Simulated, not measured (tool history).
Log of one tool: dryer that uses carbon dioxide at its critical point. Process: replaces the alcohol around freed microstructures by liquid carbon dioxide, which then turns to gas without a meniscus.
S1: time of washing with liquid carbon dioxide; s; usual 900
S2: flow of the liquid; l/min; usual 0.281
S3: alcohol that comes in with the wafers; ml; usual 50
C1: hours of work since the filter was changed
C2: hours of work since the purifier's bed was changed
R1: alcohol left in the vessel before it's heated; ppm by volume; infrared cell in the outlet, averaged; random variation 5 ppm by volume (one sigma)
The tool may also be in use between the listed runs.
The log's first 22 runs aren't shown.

run	day	S1	S2	S3	C1	C2	R1
23	7.533	900	0.281	50	33	110	48
24	7.946	900	0.281	50	36	113	56
25	8.204	1080	0.255	39	39	116	30
26	8.625	900	0.255	50	42	119	94
27	8.896	900	0.255	50	44	121	100
28	9.229	900	0.281	28	47	124	43
29	9.7	900	0.178	28	51	128	421
30	10.154	1080	0.203	21	54	131	70
31	10.362	1080	0.203	21	56	133	71
32	10.833	1080	0.203	21	60	137	70
33	11.238	660	0.292	47	63	140	305
34	11.646	660	0.292	47	67	144	311
35	11.971	1080	0.387	50	69	146	18
36	12.367	1080	0.387	50	73	150	26
37	12.671	1080	0.387	50	75	152	19
38	13.121	1200	0.182	50	79	156	172
39	13.504	960	0.281	38	82	159	53
40	13.958	900	0.281	90	86	163	129
41	14.421	1020	0.281	44	89	166	39
42	14.675	1380	0.328	33	92	168	21
43	14.888	1260	0.409	37	93	170	29
44	15.133	720	0.409	76	95	172	49
45	15.546	720	0.409	76	99	176	42
46	16.033	720	0.409	76	103	180	50
47	16.262	1080	0.281	50	105	181	36

Forecast each of these 4 alternatives for the next run:
A	16.546	840	0.203	46	107	184	?
B	16.546	960	0.281	50	107	184	?
C	16.546	900	0.423	29	107	184	?
D	16.546	1080	0.281	65	107	184	?

run	R1
A	704
B	73
C	22
D	44
Without the tool's hidden state the same runs would have given:
run	R1
A	375
B	29
C	5
D	13

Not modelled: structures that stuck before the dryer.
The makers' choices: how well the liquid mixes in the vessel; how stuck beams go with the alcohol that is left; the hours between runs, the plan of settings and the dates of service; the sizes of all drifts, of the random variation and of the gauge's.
